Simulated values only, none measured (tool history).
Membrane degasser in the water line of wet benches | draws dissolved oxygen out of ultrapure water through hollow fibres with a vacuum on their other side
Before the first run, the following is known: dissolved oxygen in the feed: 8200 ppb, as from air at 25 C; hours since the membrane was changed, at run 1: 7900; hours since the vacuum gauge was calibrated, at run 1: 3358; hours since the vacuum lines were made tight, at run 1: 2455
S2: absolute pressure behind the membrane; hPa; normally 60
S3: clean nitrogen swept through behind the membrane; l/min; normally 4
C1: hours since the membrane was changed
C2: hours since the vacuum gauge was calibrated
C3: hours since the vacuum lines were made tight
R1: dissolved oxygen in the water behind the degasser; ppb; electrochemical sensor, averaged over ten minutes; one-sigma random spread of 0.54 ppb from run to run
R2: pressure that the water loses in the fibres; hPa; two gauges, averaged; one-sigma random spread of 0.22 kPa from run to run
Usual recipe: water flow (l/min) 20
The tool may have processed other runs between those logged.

Run 1, hour 0: usual settings; C1 7900; C2 3358; C3 2455. Result: R1 51.6 ppb, R2 545.3 hPa.
Run 2, hour 347.4: usual settings but S3 6.54 l/min; C1 8247; C2 3705; C3 2803. Result: R1 38.8 ppb, R2 545.6 hPa.
Run 3, hour 573.8: usual settings but S3 6.54 l/min; C1 8474; C2 3932; C3 3029. Result: R1 39 ppb, R2 546.4 hPa.
Run 4, hour 726.9: usual settings but S3 6.54 l/min; C1 8627; C2 4085; C3 3182. Result: R1 39 ppb, R2 550.1 hPa.
Run 5, hour 950.8: usual settings but S3 6.54 l/min; C1 8851; C2 4309; C3 3406. Result: R1 39.7 ppb, R2 547.6 hPa.
At hour 1047.5: vacuum gauge calibrated.
Run 6, hour 1143.3: usual settings but S3 4.14 l/min; C1 9043; C2 96; C3 3598. Result: R1 50.9 ppb, R2 548.1 hPa.
Run 7, hour 1329.8: usual settings but S3 2.46 l/min; C1 9229; C2 282; C3 3784. Result: R1 74.1 ppb, R2 555.4 hPa.
Run 8, hour 1515.6: usual settings; C1 9415; C2 468; C3 3970. Result: R1 52.8 ppb, R2 551.9 hPa.
Run 9, hour 1736.1: usual settings but S3 7.73 l/min; C1 9636; C2 689; C3 4191. Result: R1 37.3 ppb, R2 551.7 hPa.
Run 10, hour 2060.3: usual settings but S3 7.73 l/min; C1 9960; C2 1013; C3 4515. Result: R1 38.3 ppb, R2 554.1 hPa.
Run 11, hour 2343.2: usual settings but S3 7.73 l/min; C1 10243; C2 1296; C3 4798. Result: R1 37 ppb, R2 554.9 hPa.
Run 12, hour 2568.4: usual settings but S3 7.73 l/min; C1 10468; C2 1521; C3 5023. Result: R1 37.9 ppb, R2 557 hPa.
Run 13, hour 2754.9: usual settings but S3 7.73 l/min; C1 10654; C2 1707; C3 5210. Result: R1 37.2 ppb, R2 559.1 hPa.
Run 14, hour 3025.4: usual settings but S3 7.73 l/min; C1 10925; C2 1978; C3 5480. Result: R1 37.4 ppb, R2 559.5 hPa.
Run 15, hour 3186.8: usual settings; C1 11086; C2 2139; C3 5642. Result: R1 54.2 ppb, R2 564.2 hPa.
Run 16, hour 3504.5: usual settings; C1 11404; C2 2457; C3 5959. Result: R1 55.1 ppb, R2 558.8 hPa.
Run 17, hour 3746.4: usual settings but water flow (l/min) 24, S2 51.4 hPa, S3 4.14 l/min; C1 11646; C2 2699; C3 6201. Result: R1 59.4 ppb, R2 677.1 hPa.
Run 18, hour 4057.3: usual settings but water flow (l/min) 14, S2 72.6 hPa, S3 4.98 l/min; C1 11957; C2 3010; C3 6512. Result: R1 39.4 ppb, R2 391.9 hPa.
Run 19, hour 4229.7: usual settings but water flow (l/min) 25, S2 79.7 hPa, S3 9.75 l/min; C1 12129; C2 3182; C3 6684. Result: R1 66.6 ppb, R2 708.8 hPa.
Run 20, hour 4502.8: usual settings but water flow (l/min) 19, S2 139.3 hPa, S3 5.24 l/min; C1 12402; C2 3455; C3 6957. Result: R1 114.7 ppb, R2 537.9 hPa.
Run 21, hour 4837.9: usual settings but water flow (l/min) 15, S2 139.3 hPa, S3 2.07 l/min; C1 12737; C2 3790; C3 7293. Result: R1 205.2 ppb, R2 426.5 hPa.
Run 22, hour 5068.3: usual settings but S3 11.85 l/min; C1 12968; C2 4021; C3 7523. Result: R1 34.1 ppb, R2 565.4 hPa.
Run 23, hour 5404: usual settings but S2 126.7 hPa, S3 5.36 l/min; C1 13304; C2 4357; C3 7859. Result: R1 110.1 ppb, R2 571.3 hPa.
At hour 5462.3: vacuum gauge calibrated.
Run 24, hour 5705: usual settings but water flow (l/min) 17, S3 5.01 l/min; C1 13604; C2 243; C3 8159. Result: R1 39.1 ppb, R2 483.9 hPa.
Run 25, hour 5857.8: usual settings but water flow (l/min) 17, S2 45.8 hPa, S3 5.36 l/min; C1 13757; C2 396; C3 8312. Result: R1 26.7 ppb, R2 486.7 hPa.
Run 26, hour 6204.3: usual settings but water flow (l/min) 30, S2 108.5 hPa, S3 3.05 l/min; C1 14103; C2 742; C3 8659. Result: R1 230 ppb, R2 856 hPa.
Run 27, hour 6447.8: usual settings but water flow (l/min) 30, S2 108.5 hPa, S3 3.05 l/min; C1 14347; C2 985; C3 8902. Result: R1 233.3 ppb, R2 860.7 hPa.
Run 28, hour 6636.8: usual settings but water flow (l/min) 13, S3 5.28 l/min; C1 14536; C2 1174; C3 9091. Result: R1 26.1 ppb, R2 376.2 hPa.
Run 29, hour 6898.6: usual settings but water flow (l/min) 16, S2 61.5 hPa, S3 5.28 l/min; C1 14798; C2 1436; C3 9353. Result: R1 37.2 ppb, R2 461.6 hPa.
Run 30, hour 7130.3: usual settings but water flow (l/min) 16, S2 61.5 hPa, S3 5.28 l/min; C1 15029; C2 1668; C3 9584. Result: R1 37.4 ppb, R2 465.4 hPa.
Run 31, hour 7370.3: usual settings but S2 69.6 hPa, S3 3.21 l/min; C1 15269; C2 1908; C3 9825. Result: R1 82.5 ppb, R2 579.7 hPa.
Run 32, hour 7706.4: usual settings but S2 69.6 hPa, S3 2.22 l/min; C1 15605; C2 2244; C3 10161. Result: R1 109.5 ppb, R2 581.4 hPa.

Predict each of these 4 candidate next runs independently; none follows another, all start after run 32:
Run A, hour 8018.1: usual settings but S2 69.6 hPa, S3 3.16 l/min; C1 15917; C2 2556; C3 10472. Result: R1 ?, R2 ?.
Run B, hour 8018.1: usual settings but water flow (l/min) 16, S2 81.2 hPa, S3 2.22 l/min; C1 15917; C2 2556; C3 10472. Result: R1 ?, R2 ?.
Run C, hour 8018.1: usual settings but S3 2.13 l/min; C1 15917; C2 2556; C3 10472. Result: R1 ?, R2 ?.
Run D, hour 8018.1: usual settings but S2 69.6 hPa, S3 2.05 l/min; C1 15917; C2 2556; C3 10472. Result: R1 ?, R2 ?.

run     R1     R2
  A   83.4  578.3
  B    105  466.5
  C   90.3  583.5
  D  113.9  583.3
With no hidden state in the tool, these same runs would have given:
run    R1     R2
  A  67.5  510.5
  B  91.6  412.2
  C  74.1  515.4
  D    97  515.2
